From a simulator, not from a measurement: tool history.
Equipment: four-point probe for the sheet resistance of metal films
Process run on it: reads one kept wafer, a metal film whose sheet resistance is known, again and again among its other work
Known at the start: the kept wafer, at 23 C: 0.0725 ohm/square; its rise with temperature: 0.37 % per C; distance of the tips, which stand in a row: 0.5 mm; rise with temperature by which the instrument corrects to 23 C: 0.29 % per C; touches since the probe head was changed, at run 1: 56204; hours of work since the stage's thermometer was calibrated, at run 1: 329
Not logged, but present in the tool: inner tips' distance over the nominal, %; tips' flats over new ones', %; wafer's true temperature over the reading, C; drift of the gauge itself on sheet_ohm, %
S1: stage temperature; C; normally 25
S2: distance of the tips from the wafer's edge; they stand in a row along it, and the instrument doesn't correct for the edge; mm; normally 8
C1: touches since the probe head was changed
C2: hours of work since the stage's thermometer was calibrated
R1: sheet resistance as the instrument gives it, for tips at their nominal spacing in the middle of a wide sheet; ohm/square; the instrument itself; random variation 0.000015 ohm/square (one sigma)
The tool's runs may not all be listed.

{"run": 1, "hour": 0.0, "S1": 25, "S2": 8, "C1": 56204, "C2": 329, "R1": 0.073669}
{"run": 2, "hour": 13.5, "S1": 25, "S2": 8, "C1": 56940, "C2": 338, "R1": 0.07367}
{"run": 3, "hour": 23.0, "S1": 31, "S2": 8, "C1": 57452, "C2": 345, "R1": 0.073993}
{"run": 4, "hour": 43.1, "S1": 31, "S2": 8, "C1": 58545, "C2": 358, "R1": 0.073992}
{"run": 5, "hour": 64.5, "S1": 25, "S2": 8, "C1": 59709, "C2": 372, "R1": 0.073697}
{"run": 6, "hour": 73.6, "S1": 25, "S2": 8, "C1": 60201, "C2": 378, "R1": 0.073708}
{"run": 7, "hour": 85.6, "S1": 25, "S2": 8, "C1": 60854, "C2": 386, "R1": 0.073688}
{"run": 8, "hour": 99.9, "S1": 25, "S2": 8, "C1": 61632, "C2": 396, "R1": 0.073731}
{"run": 9, "hour": 119.9, "S1": 25, "S2": 23, "C1": 62715, "C2": 409, "R1": 0.073556}
{"run": 10, "hour": 132.5, "S1": 25, "S2": 23, "C1": 63399, "C2": 417, "R1": 0.073564}
{"run": 11, "hour": 151.9, "S1": 25, "S2": 23, "C1": 64456, "C2": 430, "R1": 0.073609}
{"run": 12, "hour": 164.2, "S1": 34, "S2": 8, "C1": 65123, "C2": 438, "R1": 0.074238}
{"run": 13, "hour": 176.6, "S1": 25, "S2": 8, "C1": 65796, "C2": 447, "R1": 0.073674}
{"run": 14, "hour": 189.7, "S1": 25, "S2": 8, "C1": 66506, "C2": 455, "R1": 0.073752}
{"run": 15, "hour": 203.7, "S1": 25, "S2": 5, "C1": 67266, "C2": 465, "R1": 0.073966}
{"run": 16, "hour": 221.6, "S1": 25, "S2": 5, "C1": 68238, "C2": 477, "R1": 0.073985}
{"run": 17, "hour": 231.9, "S1": 22, "S2": 4, "C1": 68798, "C2": 483, "R1": 0.074034}
{"run": 18, "hour": 252.1, "S1": 18, "S2": 55, "C1": 69894, "C2": 497, "R1": 0.073194}
{"run": 19, "hour": 273.4, "S1": 22, "S2": 37, "C1": 71055, "C2": 511, "R1": 0.073467}
{"run": 20, "hour": 285.5, "S1": 25, "S2": 5, "C1": 71712, "C2": 519, "R1": 0.073978}
{"run": 21, "hour": 296.8, "S1": 25, "S2": 5, "C1": 72324, "C2": 527, "R1": 0.074023}
{"run": 22, "hour": 313.7, "S1": 25, "S2": 5, "C1": 73242, "C2": 538, "R1": 0.074025}
{"run": 23, "hour": 330.2, "S1": 26, "S2": 8, "C1": 74140, "C2": 549, "R1": 0.073827}
{"run": 24, "hour": 341.5, "S1": 33, "S2": 8, "C1": 74753, "C2": 556, "R1": 0.074231}
{"run": 25, "hour": 353.3, "S1": 30, "S2": 4, "C1": 75393, "C2": 564, "R1": 0.074493}
{"run": 26, "hour": 374.8, "S1": 26, "S2": 14, "C1": 76559, "C2": 578, "R1": 0.073747}
{"run": 27, "hour": 393.6, "S1": 28, "S2": 7, "C1": 77583, "C2": 591, "R1": 0.074006}
{"run": 28, "hour": 413.0, "S1": 28, "S2": 7, "C1": 78637, "C2": 604, "R1": 0.074024}
{"run": 29, "hour": 425.3, "S1": 29, "S2": 20, "C1": 79305, "C2": 612, "R1": 0.073892}
{"run": 30, "hour": 437.5, "S1": 29, "S2": 20, "C1": 79965, "C2": 620, "R1": 0.073914}

Hidden state or all else? Some run-to-run changes of R1, split into what the settings, what came in and random variation would give without the hidden state, and what is left for the hidden state (with any gauge scatter that isn't in both results):
Run 11 -> 12: S1 25 -> 34, S2 23 -> 8. R1 +0.000629 ohm/square: hidden state +0.000013, all else +0.000616.
Run 17 -> 18: S1 22 -> 18, S2 4 -> 55. R1 -0.000840 ohm/square: hidden state -0.000005, all else -0.000835.
Run 18 -> 19: S1 18 -> 22, S2 55 -> 37. R1 +0.000273 ohm/square: hidden state +0.000012, all else +0.000261.
Run 19 -> 20: S1 22 -> 25, S2 37 -> 5. R1 +0.000511 ohm/square: hidden state +0.000011, all else +0.000500.
Run 25 -> 26: S1 30 -> 26, S2 4 -> 14. R1 -0.000746 ohm/square: hidden state -0.000005, all else -0.000741.
